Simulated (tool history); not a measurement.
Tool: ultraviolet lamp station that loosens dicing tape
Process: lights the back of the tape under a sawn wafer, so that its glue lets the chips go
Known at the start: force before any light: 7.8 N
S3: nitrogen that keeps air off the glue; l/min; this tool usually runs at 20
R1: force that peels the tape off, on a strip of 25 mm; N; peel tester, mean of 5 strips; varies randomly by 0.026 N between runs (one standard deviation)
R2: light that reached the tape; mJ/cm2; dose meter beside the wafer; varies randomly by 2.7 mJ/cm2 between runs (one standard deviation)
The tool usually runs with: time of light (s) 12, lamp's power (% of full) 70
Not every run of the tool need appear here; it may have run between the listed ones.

Run 1, day 0: usual settings. Result: R1 1.489 N, R2 328 mJ/cm2.
Run 2, day 0.471: usual settings but time of light (s) 11. Result: R1 1.646 N, R2 300 mJ/cm2.
Run 3, day 1.146: usual settings but time of light (s) 11. Result: R1 1.648 N, R2 297 mJ/cm2.
Run 4, day 1.75: usual settings but time of light (s) 8. Result: R1 2.624 N, R2 221 mJ/cm2.
Run 5, day 2.188: usual settings. Result: R1 1.529 N, R2 319 mJ/cm2.
Run 6, day 2.5: usual settings but lamp's power (% of full) 66, S3 31 l/min. Result: R1 1.317 N, R2 302 mJ/cm2.
Run 7, day 2.817: usual settings but time of light (s) 14, lamp's power (% of full) 67, S3 9 l/min. Result: R1 2.107 N, R2 360 mJ/cm2.
At day 2.879: window cleaned of glue's vapour.
Run 8, day 3.179: usual settings but time of light (s) 14, lamp's power (% of full) 99, S3 25 l/min. Result: R1 0.568 N, R2 520 mJ/cm2.
Run 9, day 3.521: usual settings but time of light (s) 13, lamp's power (% of full) 66, S3 12 l/min. Result: R1 1.959 N, R2 322 mJ/cm2.
Run 10, day 4.1: usual settings but time of light (s) 13, lamp's power (% of full) 66, S3 12 l/min. Result: R1 1.939 N, R2 322 mJ/cm2.

Consider 5 possible next runs. They are alternatives, not a sequence: every one starts from the tool as it was left by run 10. What does each give?
At day 4.333: window cleaned of glue's vapour, once more.
Run A, day 4.675: usual settings but time of light (s) 15, lamp's power (% of full) 85, S3 36 l/min. Result: R1 ?, R2 ?.
At day 4.333: window cleaned of glue's vapour, once more.
Run B, day 4.675: usual settings but time of light (s) 13, lamp's power (% of full) 66, S3 12 l/min. Result: R1 ?, R2 ?.
At day 4.333: window cleaned of glue's vapour, once more.
Run C, day 4.675: usual settings but time of light (s) 7, lamp's power (% of full) 84, S3 10 l/min. Result: R1 ?, R2 ?.
At day 4.333: window cleaned of glue's vapour, once more.
Run D, day 4.675: usual settings but time of light (s) 7, S3 40 l/min. Result: R1 ?, R2 ?.
At day 4.333: window cleaned of glue's vapour, once more.
Run E, day 4.675: usual settings but time of light (s) 13, lamp's power (% of full) 66, S3 19 l/min. Result: R1 ?, R2 ?.

run     R1   R2
  A  0.458  515
  B  1.768  341
  C  3.111  238
  D  2.163  196
  E    1.4  343
Stripped of hidden state, with their random variation kept, the same runs would have yielded:
run     R1   R2
  A  0.411  547
  B  1.623  363
  C  2.938  254
  D  2.002  208
  E   1.27  364
